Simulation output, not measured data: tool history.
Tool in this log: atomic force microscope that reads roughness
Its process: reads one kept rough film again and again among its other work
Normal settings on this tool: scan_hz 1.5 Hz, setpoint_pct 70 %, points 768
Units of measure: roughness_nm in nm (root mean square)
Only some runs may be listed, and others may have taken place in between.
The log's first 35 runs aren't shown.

run,day,scan_hz,setpoint_pct,points,pictures with this tip,hours of work since the height scale was calibrated,roughness_nm
36,57.738,1.25,70,879,292,142,4.054
37,58.896,1.5,70,261,313,155,4.029
38,60.758,3,66,261,347,177,3.808
# day 62.054: new tip fitted
39,62.783,1.5,62,768,14,200,4.31
40,63.883,0.6,90,548,34,213,4.172
41,65.746,1.5,56,581,68,234,4.348
42,67.621,1.5,56,581,102,256,4.329
43,69.25,0.56,84,468,132,275,4.214
44,70.775,0.56,84,468,160,292,4.149
45,72.408,1.51,70,768,190,311,4.073
46,74.5,0.52,59,768,228,335,4.287
47,76.679,0.52,59,768,268,361,4.284

Forecast run 48:
48,78.462,0.52,59,768,301,381,?

roughness_nm: 4.239 nm (root mean square)
Without the tool's hidden state the same run would have given roughness_nm 4.503 nm (root mean square).
